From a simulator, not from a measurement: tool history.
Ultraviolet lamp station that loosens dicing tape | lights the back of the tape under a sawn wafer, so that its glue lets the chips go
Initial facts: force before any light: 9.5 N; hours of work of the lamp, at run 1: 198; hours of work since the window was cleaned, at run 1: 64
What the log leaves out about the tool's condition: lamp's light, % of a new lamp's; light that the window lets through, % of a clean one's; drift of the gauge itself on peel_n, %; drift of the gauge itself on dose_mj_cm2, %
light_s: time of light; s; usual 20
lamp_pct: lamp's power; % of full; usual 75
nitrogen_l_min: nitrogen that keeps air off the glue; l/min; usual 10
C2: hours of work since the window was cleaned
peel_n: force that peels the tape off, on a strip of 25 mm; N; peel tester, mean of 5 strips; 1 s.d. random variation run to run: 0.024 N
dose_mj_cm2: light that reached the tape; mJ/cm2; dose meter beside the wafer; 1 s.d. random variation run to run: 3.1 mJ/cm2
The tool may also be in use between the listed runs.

{"run": 1, "hour": 0.0, "light_s": 20, "lamp_pct": 75, "nitrogen_l_min": 10, "hours of work of the lamp": 198, "C2": 64, "peel_n": 1.395, "dose_mj_cm2": 433}
{"run": 2, "hour": 10.2, "light_s": 20, "lamp_pct": 75, "nitrogen_l_min": 10, "hours of work of the lamp": 203, "C2": 69, "peel_n": 1.361, "dose_mj_cm2": 427}
{"run": 3, "hour": 21.2, "light_s": 20, "lamp_pct": 75, "nitrogen_l_min": 10, "hours of work of the lamp": 209, "C2": 74, "peel_n": 1.391, "dose_mj_cm2": 432}
{"run": 4, "hour": 32.0, "light_s": 20, "lamp_pct": 75, "nitrogen_l_min": 10, "hours of work of the lamp": 214, "C2": 79, "peel_n": 1.434, "dose_mj_cm2": 430}
{"run": 5, "hour": 37.4, "light_s": 20, "lamp_pct": 75, "nitrogen_l_min": 10, "hours of work of the lamp": 217, "C2": 82, "peel_n": 1.455, "dose_mj_cm2": 425}
{"run": 6, "hour": 48.3, "light_s": 20, "lamp_pct": 97, "nitrogen_l_min": 10, "hours of work of the lamp": 222, "C2": 87, "peel_n": 0.892, "dose_mj_cm2": 553}
{"run": 7, "hour": 58.3, "light_s": 20, "lamp_pct": 97, "nitrogen_l_min": 10, "hours of work of the lamp": 227, "C2": 92, "peel_n": 0.944, "dose_mj_cm2": 547}
{"hour": 59.7, "done": "window cleaned of glue's vapour"}
{"run": 8, "hour": 63.8, "light_s": 20, "lamp_pct": 97, "nitrogen_l_min": 10, "hours of work of the lamp": 229, "C2": 2, "peel_n": 0.925, "dose_mj_cm2": 540}
{"run": 9, "hour": 68.4, "light_s": 20, "lamp_pct": 75, "nitrogen_l_min": 3, "hours of work of the lamp": 232, "C2": 4, "peel_n": 2.552, "dose_mj_cm2": 416}
{"run": 10, "hour": 77.7, "light_s": 20, "lamp_pct": 75, "nitrogen_l_min": 3, "hours of work of the lamp": 236, "C2": 9, "peel_n": 2.437, "dose_mj_cm2": 414}
{"run": 11, "hour": 84.5, "light_s": 20, "lamp_pct": 75, "nitrogen_l_min": 10, "hours of work of the lamp": 239, "C2": 12, "peel_n": 1.5, "dose_mj_cm2": 409}
{"run": 12, "hour": 90.9, "light_s": 20, "lamp_pct": 75, "nitrogen_l_min": 10, "hours of work of the lamp": 243, "C2": 15, "peel_n": 1.494, "dose_mj_cm2": 413}
{"run": 13, "hour": 96.4, "light_s": 20, "lamp_pct": 75, "nitrogen_l_min": 10, "hours of work of the lamp": 245, "C2": 18, "peel_n": 1.476, "dose_mj_cm2": 412}
{"run": 14, "hour": 107.1, "light_s": 20, "lamp_pct": 64, "nitrogen_l_min": 7, "hours of work of the lamp": 251, "C2": 23, "peel_n": 2.164, "dose_mj_cm2": 351}
{"run": 15, "hour": 116.1, "light_s": 19, "lamp_pct": 64, "nitrogen_l_min": 7, "hours of work of the lamp": 255, "C2": 28, "peel_n": 2.468, "dose_mj_cm2": 332}
{"run": 16, "hour": 124.1, "light_s": 13, "lamp_pct": 75, "nitrogen_l_min": 11, "hours of work of the lamp": 259, "C2": 31, "peel_n": 2.808, "dose_mj_cm2": 263}
{"hour": 126.8, "done": "window cleaned of glue's vapour, once more"}
{"run": 17, "hour": 130.0, "light_s": 13, "lamp_pct": 75, "nitrogen_l_min": 11, "hours of work of the lamp": 261, "C2": 2, "peel_n": 2.46, "dose_mj_cm2": 293}
{"run": 18, "hour": 138.6, "light_s": 16, "lamp_pct": 66, "nitrogen_l_min": 8, "hours of work of the lamp": 266, "C2": 6, "peel_n": 2.531, "dose_mj_cm2": 313}
{"run": 19, "hour": 149.6, "light_s": 16, "lamp_pct": 66, "nitrogen_l_min": 8, "hours of work of the lamp": 271, "C2": 11, "peel_n": 2.441, "dose_mj_cm2": 315}
{"run": 20, "hour": 155.9, "light_s": 20, "lamp_pct": 75, "nitrogen_l_min": 10, "hours of work of the lamp": 274, "C2": 14, "peel_n": 1.336, "dose_mj_cm2": 447}
{"run": 21, "hour": 163.6, "light_s": 36, "lamp_pct": 84, "nitrogen_l_min": 13, "hours of work of the lamp": 278, "C2": 18, "peel_n": 0.341, "dose_mj_cm2": 900}
{"run": 22, "hour": 174.5, "light_s": 20, "lamp_pct": 84, "nitrogen_l_min": 10, "hours of work of the lamp": 283, "C2": 23, "peel_n": 1.048, "dose_mj_cm2": 499}
{"run": 23, "hour": 179.2, "light_s": 20, "lamp_pct": 72, "nitrogen_l_min": 4, "hours of work of the lamp": 285, "C2": 26, "peel_n": 2.266, "dose_mj_cm2": 424}
{"run": 24, "hour": 187.9, "light_s": 20, "lamp_pct": 73, "nitrogen_l_min": 18, "hours of work of the lamp": 290, "C2": 30, "peel_n": 1.097, "dose_mj_cm2": 430}

5 options for the next run, each taken on its own from the tool as it stands now. Forecast them:
{"run": "A", "hour": 198.6, "light_s": 20, "lamp_pct": 79, "nitrogen_l_min": 20, "hours of work of the lamp": 295, "C2": 35, "peel_n": "?", "dose_mj_cm2": "?"}
{"run": "B", "hour": 198.6, "light_s": 22, "lamp_pct": 75, "nitrogen_l_min": 13, "hours of work of the lamp": 295, "C2": 35, "peel_n": "?", "dose_mj_cm2": "?"}
{"run": "C", "hour": 198.6, "light_s": 35, "lamp_pct": 70, "nitrogen_l_min": 18, "hours of work of the lamp": 295, "C2": 35, "peel_n": "?", "dose_mj_cm2": "?"}
{"run": "D", "hour": 198.6, "light_s": 20, "lamp_pct": 75, "nitrogen_l_min": 10, "hours of work of the lamp": 295, "C2": 35, "peel_n": "?", "dose_mj_cm2": "?"}
{"run": "E", "hour": 198.6, "light_s": 28, "lamp_pct": 98, "nitrogen_l_min": 9, "hours of work of the lamp": 295, "C2": 35, "peel_n": "?", "dose_mj_cm2": "?"}

run=A peel_n=0.892 dose_mj_cm2=462
run=B peel_n=0.993 dose_mj_cm2=485
run=C peel_n=0.408 dose_mj_cm2=705
run=D peel_n=1.327 dose_mj_cm2=443
run=E peel_n=0.435 dose_mj_cm2=802
The same runs, with their run-to-run variation unchanged, on a tool lacking any hidden condition would have given:
run=A peel_n=0.749 dose_mj_cm2=505
run=B peel_n=0.836 dose_mj_cm2=530
run=C peel_n=0.352 dose_mj_cm2=771
run=D peel_n=1.131 dose_mj_cm2=484
run=E peel_n=0.373 dose_mj_cm2=876
